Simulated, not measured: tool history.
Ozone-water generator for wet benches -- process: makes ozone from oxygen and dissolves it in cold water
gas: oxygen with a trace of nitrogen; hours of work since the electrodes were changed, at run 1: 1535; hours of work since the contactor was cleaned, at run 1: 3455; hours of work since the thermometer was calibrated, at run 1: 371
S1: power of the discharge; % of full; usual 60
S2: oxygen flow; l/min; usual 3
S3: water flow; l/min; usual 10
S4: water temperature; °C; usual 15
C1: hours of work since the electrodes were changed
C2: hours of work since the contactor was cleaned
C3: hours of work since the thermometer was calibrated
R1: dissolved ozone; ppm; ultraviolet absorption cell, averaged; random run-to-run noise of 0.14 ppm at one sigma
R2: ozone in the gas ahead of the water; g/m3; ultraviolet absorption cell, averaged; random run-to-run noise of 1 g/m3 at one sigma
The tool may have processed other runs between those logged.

Run 1, hour 0: usual settings; C1 1535; C2 3455; C3 371. Result: R1 16.2 ppm, R2 175.2 g/m3.
Run 2, hour 90.5: usual settings; C1 1592; C2 3512; C3 428. Result: R1 16.4 ppm, R2 175.9 g/m3.
Run 3, hour 223.6: usual settings; C1 1675; C2 3596; C3 512. Result: R1 16 ppm, R2 175.1 g/m3.
Run 4, hour 369.7: usual settings; C1 1767; C2 3687; C3 603. Result: R1 16.2 ppm, R2 176.4 g/m3.
Run 5, hour 445.8: usual settings but S2 2.09 l/min; C1 1815; C2 3735; C3 651. Result: R1 14.8 ppm, R2 201 g/m3.
Run 6, hour 549.7: usual settings but S2 2.09 l/min; C1 1880; C2 3800; C3 716. Result: R1 14.9 ppm, R2 199.3 g/m3.
Run 7, hour 675.1: usual settings; C1 1959; C2 3879; C3 795. Result: R1 16.1 ppm, R2 174.8 g/m3.
Run 8, hour 743.2: usual settings but S1 50 % of full; C1 2001; C2 3922; C3 838. Result: R1 14.4 ppm, R2 154.8 g/m3.
Run 9, hour 805.2: usual settings but S1 50 % of full; C1 2040; C2 3961; C3 877. Result: R1 14 ppm, R2 155 g/m3.
Run 10, hour 924.1: usual settings but S1 50 % of full; C1 2115; C2 4035; C3 951. Result: R1 14.3 ppm, R2 156.3 g/m3.
Run 11, hour 1042.5: usual settings; C1 2189; C2 4110; C3 1026. Result: R1 16 ppm, R2 173.7 g/m3.
Run 12, hour 1188.7: usual settings; C1 2281; C2 4201; C3 1117. Result: R1 16 ppm, R2 174.3 g/m3.
Run 13, hour 1288.4: usual settings; C1 2343; C2 4264; C3 1180. Result: R1 16 ppm, R2 173.3 g/m3.
Run 14, hour 1361.1: usual settings but S3 7 l/min; C1 2389; C2 4309; C3 1226. Result: R1 21.9 ppm, R2 172.3 g/m3.
Run 15, hour 1495: usual settings but S3 7 l/min; C1 2473; C2 4393; C3 1310. Result: R1 21.9 ppm, R2 173.1 g/m3.
Run 16, hour 1643: usual settings but S1 70 % of full, S3 7 l/min; C1 2566; C2 4486; C3 1402. Result: R1 24.2 ppm, R2 190.4 g/m3.
Run 17, hour 1737: usual settings but S1 70 % of full, S3 7 l/min; C1 2625; C2 4545; C3 1461. Result: R1 24.5 ppm, R2 190.8 g/m3.
Run 18, hour 1888.5: usual settings but S1 95 % of full, S2 1.91 l/min, S3 7 l/min; C1 2720; C2 4640; C3 1556. Result: R1 27.1 ppm, R2 271.3 g/m3.
Run 19, hour 1960.7: usual settings but S1 95 % of full, S2 1.91 l/min, S3 7 l/min; C1 2765; C2 4686; C3 1602. Result: R1 27.1 ppm, R2 268.1 g/m3.
Run 20, hour 2076.8: usual settings but S1 95 % of full, S2 1.91 l/min, S3 7 l/min; C1 2838; C2 4759; C3 1675. Result: R1 26.8 ppm, R2 268.1 g/m3.
Run 21, hour 2198.8: usual settings but S1 95 % of full, S2 1.91 l/min, S3 7 l/min; C1 2915; C2 4835; C3 1751. Result: R1 26.9 ppm, R2 267.4 g/m3.
Run 22, hour 2304.3: usual settings but S1 95 % of full, S2 1.91 l/min, S3 7 l/min; C1 2981; C2 4901; C3 1817. Result: R1 27.1 ppm, R2 270 g/m3.
Run 23, hour 2404.8: usual settings but S1 45 % of full, S2 2.73 l/min, S3 8 l/min, S4 19 °C; C1 3044; C2 4964; C3 1880. Result: R1 15 ppm, R2 150.6 g/m3.
Run 24, hour 2557.6: usual settings but S1 45 % of full, S2 2.73 l/min, S3 8 l/min, S4 19 °C; C1 3140; C2 5060; C3 1976. Result: R1 15 ppm, R2 148.4 g/m3.

Expected results for the next run?
Run 25, hour 2664.1: usual settings but S1 45 % of full, S2 2.73 l/min, S3 8 l/min, S4 19 °C; C1 3207; C2 5127; C3 2043. Result: R1 ?, R2 ?.

Run 25 yielded R1 14.9 ppm, R2 149 g/m3.
The same run, on a tool lacking any hidden state, would have yielded R1 15.9 ppm, R2 154.8 g/m3.
